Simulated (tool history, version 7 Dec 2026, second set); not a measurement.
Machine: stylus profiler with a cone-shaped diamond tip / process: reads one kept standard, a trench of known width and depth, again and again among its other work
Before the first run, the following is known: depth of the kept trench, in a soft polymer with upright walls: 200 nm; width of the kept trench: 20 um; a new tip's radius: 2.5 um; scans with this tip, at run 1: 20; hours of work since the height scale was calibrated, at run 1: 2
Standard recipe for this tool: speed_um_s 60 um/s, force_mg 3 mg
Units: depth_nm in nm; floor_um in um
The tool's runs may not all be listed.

| run | day | speed_um_s | force_mg | scans with this tip | hours of work since the height scale was calibrated | depth_nm | floor_um |
|---|---|---|---|---|---|---|---|
| 1 | 0 | 60 | 3 | 20 | 2 | 201.76 | 17.76 |
| 2 | 2.638 | 60 | 6.02 | 593 | 45 | 203.04 | 17.85 |
| 3 | 6.358 | 18 | 3 | 1403 | 106 | 201.8 | 17.85 |
| 4 | 10.671 | 18 | 3 | 2341 | 177 | 201.66 | 17.83 |
| 5 | 12.55 | 18 | 3 | 2750 | 208 | 201.8 | 17.8 |
| 6 | 14.983 | 18 | 3 | 3279 | 247 | 201.76 | 17.69 |
| 7 | 17.633 | 21 | 3 | 3856 | 291 | 201.86 | 17.74 |
| 8 | 20.996 | 21 | 3 | 4587 | 346 | 201.61 | 17.65 |
| 9 | 24.583 | 135 | 3 | 5368 | 405 | 201.63 | 17.17 |
| 10 | 28.642 | 135 | 3 | 6250 | 472 | 201.48 | 17.17 |
| 11 | 30.808 | 60 | 3 | 6722 | 507 | 201.63 | 17.38 |
| 12 | 34.875 | 204 | 2.65 | 7607 | 574 | 201.49 | 16.8 |
| 13 | 37.071 | 204 | 2.65 | 8084 | 610 | 201.38 | 16.73 |
| 14 | 39.15 | 78 | 6.35 | 8537 | 644 | 202.63 | 17.33 |
| 15 | 41.367 | 78 | 6.35 | 9019 | 681 | 202.72 | 17.34 |
| 16 | 43.308 | 60 | 7.22 | 9441 | 712 | 202.89 | 17.26 |
| 17 | 46.2 | 60 | 7.22 | 10071 | 760 | 202.9 | 17.26 |
| 18 | 49.642 | 18 | 7.22 | 10819 | 816 | 203.03 | 17.25 |
| 19 | 53.692 | 148 | 1.2 | 11700 | 883 | 200.43 | 16.45 |
| 20 | 56.954 | 40 | 2.05 | 12411 | 937 | 200.87 | 17.06 |
| 21 | 61.204 | 23 | 8.72 | 13335 | 1006 | 203.15 | 17.18 |

The same runs without the tool's hidden state, with the same run-to-run variation:
Hidden conditions of the tool in this case: radius of the tip, um; height scale over the true one, %; drift of the gauge itself on depth_nm, %; drift of the gauge itself on floor_um, %.
| run | depth_nm | floor_um |
|---|---|---|
| 1 | 201.77 | 17.77 |
| 2 | 203.08 | 17.89 |
| 3 | 201.88 | 17.95 |
| 4 | 201.78 | 17.99 |
| 5 | 201.94 | 18 |
| 6 | 201.92 | 17.92 |
| 7 | 202.05 | 18 |
| 8 | 201.84 | 17.96 |
| 9 | 201.89 | 17.52 |
| 10 | 201.78 | 17.59 |
| 11 | 201.96 | 17.82 |
| 12 | 201.87 | 17.29 |
| 13 | 201.78 | 17.25 |
| 14 | 203.05 | 17.88 |
| 15 | 203.16 | 17.91 |
| 16 | 203.35 | 17.86 |
| 17 | 203.39 | 17.89 |
| 18 | 203.56 | 17.92 |
| 19 | 200.99 | 17.17 |
| 20 | 201.47 | 17.81 |
| 21 | 203.81 | 17.98 |
